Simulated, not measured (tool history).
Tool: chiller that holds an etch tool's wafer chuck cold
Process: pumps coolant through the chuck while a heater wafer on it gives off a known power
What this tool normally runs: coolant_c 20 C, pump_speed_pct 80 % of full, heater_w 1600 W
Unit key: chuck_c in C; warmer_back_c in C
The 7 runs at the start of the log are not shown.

run,hour,coolant_c,pump_speed_pct,heater_w,hours since the coolant was changed and the channels were flushed,hours since the pump was overhauled,hours since the chiller's thermometer was calibrated,chuck_c,warmer_back_c
8,844.3,20,80,1600,1212,2058,1546,32.6,4.42
9,964.9,20,80,1600,1333,2178,1667,32.6,4.4
10,1145,20,80,1600,1513,2359,1847,32.8,4.43
11,1279.1,20,80,1674,1647,2493,1981,33.4,4.59
12,1372.6,11,80,1600,1740,2586,2074,23.9,4.39
13,1484.3,20,80,1600,1852,2698,2186,32.9,4.45
14,1590.8,20,80,1600,1959,2804,2293,32.8,4.36
15,1769.5,20,64,1600,2137,2983,2471,35.3,5.64
16,1906.2,20,64,1600,2274,3120,2608,35.1,5.64
17,1982.7,20,64,1600,2350,3196,2684,35.2,5.59
18,2120.6,20,64,1600,2488,3334,2822,35.4,5.64
19,2288,20,80,1885,2656,3502,2990,35,5.12
20,2447.9,20,80,1885,2816,3661,3150,35.2,5.16
21,2575.5,28,76,1885,2943,3789,3277,43.6,5.43
22,2697.6,14,95,1985,3065,3911,3399,27.9,4.43
23,2778.9,14,95,1985,3147,3992,3481,27.9,4.36
24,2854.5,16,95,1985,3222,4068,3556,30,4.37
25,3015.5,16,95,1985,3383,4229,3717,29.9,4.36
26,3154.1,18,89,833,3522,4368,3856,24.2,1.88
27,3332.8,18,89,833,3701,4546,4035,24,1.84
28,3474.9,19,77,2283,3843,4688,4177,38,6.47
29,3604.5,20,93,1317,3972,4818,4306,29.3,2.92
30,3695.5,22,85,1423,4063,4909,4397,32.9,3.49

Predict each of these 4 candidate next runs independently; none follows another, all start after run 30:
A,3830.8,20,77,1600,4199,5044,4533,?,?
B,3830.8,20,63,2212,4199,5044,4533,?,?
C,3830.8,11,80,1913,4199,5044,4533,?,?
D,3830.8,12,82,1039,4199,5044,4533,?,?

run,chuck_c,warmer_back_c
A,33.1,4.41
B,41.2,7.88
C,26.2,5.12
D,20.1,2.53
With the hidden condition removed and each run's random variation left untouched, the same runs would have given:
run,chuck_c,warmer_back_c
A,33.1,4.68
B,41.2,8.14
C,26.2,5.39
D,20.1,2.8
